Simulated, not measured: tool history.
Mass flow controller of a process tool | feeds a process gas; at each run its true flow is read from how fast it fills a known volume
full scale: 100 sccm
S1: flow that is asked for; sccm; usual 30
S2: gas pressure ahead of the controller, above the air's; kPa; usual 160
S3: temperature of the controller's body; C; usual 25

{"run": 1, "hour": 0.0, "S1": 30, "S2": 160, "S3": 25, "true flow (%)": 98.07}
{"run": 2, "hour": 233.5, "S1": 32, "S2": 160, "S3": 25, "true flow (%)": 98.24}
{"run": 3, "hour": 473.1, "S1": 30, "S2": 160, "S3": 25, "true flow (%)": 97.76}
{"run": 4, "hour": 683.2, "S1": 30, "S2": 160, "S3": 25, "true flow (%)": 97.68}
{"run": 5, "hour": 903.7, "S1": 44, "S2": 160, "S3": 25, "true flow (%)": 98.14}
{"run": 6, "hour": 1104.0, "S1": 44, "S2": 160, "S3": 25, "true flow (%)": 98.12}
{"run": 7, "hour": 1251.2, "S1": 44, "S2": 160, "S3": 25, "true flow (%)": 98.05}
{"run": 8, "hour": 1381.1, "S1": 30, "S2": 160, "S3": 25, "true flow (%)": 97.15}
{"run": 9, "hour": 1554.5, "S1": 30, "S2": 160, "S3": 25, "true flow (%)": 97.06}
{"run": 10, "hour": 1769.1, "S1": 30, "S2": 160, "S3": 25, "true flow (%)": 97.08}
{"run": 11, "hour": 1881.8, "S1": 30, "S2": 280, "S3": 25, "true flow (%)": 96.09}
{"run": 12, "hour": 1995.2, "S1": 30, "S2": 280, "S3": 25, "true flow (%)": 95.95}
{"run": 13, "hour": 2175.6, "S1": 30, "S2": 160, "S3": 25, "true flow (%)": 96.58}
{"run": 14, "hour": 2355.8, "S1": 30, "S2": 160, "S3": 25, "true flow (%)": 96.59}
{"run": 15, "hour": 2499.8, "S1": 30, "S2": 160, "S3": 25, "true flow (%)": 96.33}
{"run": 16, "hour": 2707.4, "S1": 30, "S2": 160, "S3": 25, "true flow (%)": 96.21}
{"run": 17, "hour": 2945.0, "S1": 30, "S2": 160, "S3": 25, "true flow (%)": 95.98}
{"run": 18, "hour": 3075.6, "S1": 30, "S2": 160, "S3": 25, "true flow (%)": 96.05}
{"run": 19, "hour": 3305.8, "S1": 96, "S2": 160, "S3": 25, "true flow (%)": 98.52}
{"run": 20, "hour": 3454.3, "S1": 96, "S2": 160, "S3": 25, "true flow (%)": 98.58}
{"run": 21, "hour": 3593.0, "S1": 30, "S2": 160, "S3": 25, "true flow (%)": 95.69}
{"run": 22, "hour": 3737.8, "S1": 30, "S2": 160, "S3": 25, "true flow (%)": 95.47}
{"run": 23, "hour": 3852.5, "S1": 30, "S2": 160, "S3": 25, "true flow (%)": 95.46}
{"run": 24, "hour": 3975.3, "S1": 30, "S2": 160, "S3": 35, "true flow (%)": 94.47}
{"run": 25, "hour": 4141.9, "S1": 30, "S2": 160, "S3": 25, "true flow (%)": 95.14}
{"run": 26, "hour": 4336.8, "S1": 39, "S2": 143, "S3": 31, "true flow (%)": 95.6}
{"run": 27, "hour": 4503.3, "S1": 20, "S2": 160, "S3": 38, "true flow (%)": 91.78}
{"run": 28, "hour": 4690.7, "S1": 10, "S2": 160, "S3": 35, "true flow (%)": 85.86}
{"run": 29, "hour": 4900.7, "S1": 10, "S2": 160, "S3": 35, "true flow (%)": 85.66}
{"run": 30, "hour": 5117.2, "S1": 30, "S2": 223, "S3": 25, "true flow (%)": 94.16}
{"run": 31, "hour": 5267.8, "S1": 30, "S2": 223, "S3": 25, "true flow (%)": 93.84}
{"run": 32, "hour": 5477.3, "S1": 42, "S2": 160, "S3": 25, "true flow (%)": 95.53}
{"hour": 5553.4, "done": "controller's zero set anew"}
{"run": 33, "hour": 5656.8, "S1": 42, "S2": 160, "S3": 25, "true flow (%)": 98.65}
{"run": 34, "hour": 5783.0, "S1": 48, "S2": 270, "S3": 25, "true flow (%)": 97.96}
{"run": 35, "hour": 5961.2, "S1": 15, "S2": 143, "S3": 25, "true flow (%)": 98.08}
{"run": 36, "hour": 6168.4, "S1": 15, "S2": 143, "S3": 25, "true flow (%)": 97.83}
{"run": 37, "hour": 6364.1, "S1": 30, "S2": 174, "S3": 25, "true flow (%)": 97.93}
{"run": 38, "hour": 6592.4, "S1": 30, "S2": 275, "S3": 31, "true flow (%)": 96.63}
{"run": 39, "hour": 6846.7, "S1": 30, "S2": 275, "S3": 31, "true flow (%)": 96.53}
{"run": 40, "hour": 7097.5, "S1": 23, "S2": 271, "S3": 38, "true flow (%)": 95.46}
{"run": 41, "hour": 7220.0, "S1": 30, "S2": 159, "S3": 39, "true flow (%)": 96.17}
{"run": 42, "hour": 7406.1, "S1": 16, "S2": 258, "S3": 25, "true flow (%)": 95.74}
{"run": 43, "hour": 7581.6, "S1": 86, "S2": 272, "S3": 22, "true flow (%)": 97.98}
{"run": 44, "hour": 7811.9, "S1": 33, "S2": 267, "S3": 22, "true flow (%)": 96.76}
{"run": 45, "hour": 7923.5, "S1": 14, "S2": 226, "S3": 25, "true flow (%)": 94.71}
{"run": 46, "hour": 8093.4, "S1": 14, "S2": 226, "S3": 25, "true flow (%)": 94.63}
{"run": 47, "hour": 8214.5, "S1": 14, "S2": 226, "S3": 25, "true flow (%)": 94.44}
{"run": 48, "hour": 8368.6, "S1": 47, "S2": 166, "S3": 37, "true flow (%)": 96.25}
{"run": 49, "hour": 8480.3, "S1": 15, "S2": 218, "S3": 25, "true flow (%)": 94.36}

Some steps in true flow (%) between neighbouring runs. How much of each would the tool show without its hidden state too (settings, what came in, random variation), and how much is left for the hidden state, with any gauge scatter that isn't in both results?
The hidden state here: flow at rest that the sensor doesn't see, % of full scale; true flow over the shown one, %; drift of the gauge itself on true_pct, %.
Run 26 -> 27: S1 39 -> 20, S2 143 -> 160, S3 31 -> 38. true flow (%) -3.82: hidden state -2.89, all else -0.93.
Run 27 -> 28: S1 20 -> 10, S3 38 -> 35. true flow (%) -5.92: hidden state -6.08, all else +0.16.
Run 29 -> 30: S1 10 -> 30, S2 160 -> 223, S3 35 -> 25. true flow (%) +8.5: hidden state +7.97, all else +0.53.
Run 32 -> 33: controller's zero set anew. true flow (%) +3.12: hidden state +3.05, all else +0.07.
